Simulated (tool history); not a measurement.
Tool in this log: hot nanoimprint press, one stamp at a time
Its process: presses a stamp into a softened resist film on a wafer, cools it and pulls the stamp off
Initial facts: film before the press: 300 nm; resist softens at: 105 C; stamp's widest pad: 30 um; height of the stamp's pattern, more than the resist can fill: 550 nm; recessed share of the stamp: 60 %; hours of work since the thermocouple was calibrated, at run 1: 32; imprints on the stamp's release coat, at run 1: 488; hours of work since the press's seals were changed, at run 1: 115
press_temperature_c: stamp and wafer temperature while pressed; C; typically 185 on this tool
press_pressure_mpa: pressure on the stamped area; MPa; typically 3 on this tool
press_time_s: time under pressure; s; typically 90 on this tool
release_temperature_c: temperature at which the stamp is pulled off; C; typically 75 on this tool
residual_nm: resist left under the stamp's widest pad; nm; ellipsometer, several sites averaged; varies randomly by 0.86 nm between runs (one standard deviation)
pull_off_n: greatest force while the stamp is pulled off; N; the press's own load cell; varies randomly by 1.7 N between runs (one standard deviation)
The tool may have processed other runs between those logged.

| run | day | press_temperature_c | press_pressure_mpa | press_time_s | release_temperature_c | hours of work since the thermocouple was calibrated | imprints on the stamp's release coat | hours of work since the press's seals were changed | residual_nm | pull_off_n |
|---|---|---|---|---|---|---|---|---|---|---|
| 1 | 0 | 185 | 3 | 90 | 75 | 32 | 488 | 115 | 117.1 | 137 |
| 2 | 0.462 | 185 | 3 | 90 | 75 | 39 | 526 | 122 | 118 | 137 |
| 3 | 0.817 | 185 | 1.89 | 90 | 75 | 44 | 555 | 127 | 144.8 | 137 |
| 4 | 1.367 | 185 | 1.89 | 90 | 75 | 53 | 600 | 136 | 146.5 | 134 |
| 5 | 1.95 | 185 | 1.89 | 90 | 75 | 62 | 648 | 145 | 145.6 | 134 |
|  | 2.575 | stamp cleaned and given a new release coat |
| 6 | 2.858 | 185 | 3 | 90 | 75 | 72 | 23 | 155 | 116.8 | 126 |
| 7 | 3.533 | 185 | 3 | 90 | 75 | 82 | 78 | 165 | 118.2 | 132 |
| 8 | 4.196 | 185 | 3 | 90 | 75 | 92 | 133 | 176 | 116.7 | 129 |
| 9 | 4.675 | 185 | 3 | 90 | 75 | 100 | 173 | 183 | 118.1 | 135 |
| 10 | 5.404 | 185 | 3 | 90 | 77 | 111 | 232 | 194 | 116.8 | 122 |
| 11 | 6.033 | 185 | 3 | 90 | 75 | 121 | 284 | 204 | 116.6 | 131 |
| 12 | 6.438 | 185 | 3 | 90 | 75 | 127 | 317 | 210 | 118 | 131 |
| 13 | 6.754 | 185 | 3 | 90 | 75 | 132 | 343 | 215 | 117.4 | 133 |
| 14 | 7.442 | 185 | 3 | 90 | 75 | 142 | 400 | 225 | 115.7 | 132 |
| 15 | 8.008 | 187 | 3 | 90 | 75 | 151 | 447 | 234 | 109 | 133 |
| 16 | 8.621 | 191 | 2.78 | 90 | 83 | 161 | 497 | 244 | 100.9 | 110 |
| 17 | 9.104 | 184 | 2.05 | 111 | 60 | 168 | 537 | 251 | 133.7 | 179 |
| 18 | 9.458 | 184 | 2.05 | 111 | 60 | 173 | 566 | 256 | 133 | 177 |
| 19 | 9.921 | 196 | 2.34 | 137 | 70 | 181 | 604 | 264 | 79.5 | 148 |
| 20 | 10.583 | 196 | 2.34 | 137 | 66 | 191 | 658 | 274 | 80.7 | 162 |
|  | 11.058 | stamp cleaned and given a new release coat |
| 21 | 11.333 | 196 | 2.16 | 102 | 66 | 199 | 22 | 282 | 92.6 | 149 |
| 22 | 11.792 | 197 | 3.19 | 60 | 70 | 206 | 60 | 289 | 92.8 | 141 |
| 23 | 12.125 | 185 | 3 | 116 | 81 | 211 | 87 | 294 | 105.3 | 110 |
| 24 | 12.467 | 185 | 3 | 116 | 73 | 216 | 116 | 299 | 104.9 | 132 |
| 25 | 12.808 | 181 | 2.71 | 78 | 60 | 221 | 144 | 304 | 145.4 | 171 |
| 26 | 13.433 | 181 | 2.71 | 78 | 60 | 231 | 195 | 314 | 144 | 167 |
| 27 | 14.15 | 177 | 4.48 | 147 | 65 | 242 | 254 | 325 | 101.8 | 155 |
| 28 | 14.879 | 185 | 3 | 90 | 66 | 253 | 314 | 336 | 114.7 | 153 |
| 29 | 15.2 | 185 | 3 | 90 | 66 | 258 | 340 | 341 | 114.8 | 160 |

Selected run-to-run steps in residual_nm, each split into two signed amounts: the part the tool would show with no hidden state at all (from settings, incoming material and random variation), and the remainder, which goes to the hidden state together with any gauge scatter not common to the measured and the hidden-state-free results:
Hidden state present: true temperature over the reading, C; pressure that arrives at the usual setting, %; grip of the stamp's worn release coat, % over a new coat's; drift of the gauge itself on residual_nm, %; drift of the gauge itself on pull_off_n, %.
Run 18 -> 19: press_temperature_c 184 -> 196, press_pressure_mpa 2.05 -> 2.34, press_time_s 111 -> 137, release_temperature_c 60 -> 70. residual_nm -53.5 nm: hidden state +0.6, all else -54.1.
Run 22 -> 23: press_temperature_c 197 -> 185, press_pressure_mpa 3.19 -> 3, press_time_s 60 -> 116, release_temperature_c 70 -> 81. residual_nm +12.5 nm: hidden state -0.6, all else +13.1.
Run 26 -> 27: press_temperature_c 181 -> 177, press_pressure_mpa 2.71 -> 4.48, press_time_s 78 -> 147, release_temperature_c 60 -> 65. residual_nm -42.2 nm: hidden state +0.6, all else -42.8.

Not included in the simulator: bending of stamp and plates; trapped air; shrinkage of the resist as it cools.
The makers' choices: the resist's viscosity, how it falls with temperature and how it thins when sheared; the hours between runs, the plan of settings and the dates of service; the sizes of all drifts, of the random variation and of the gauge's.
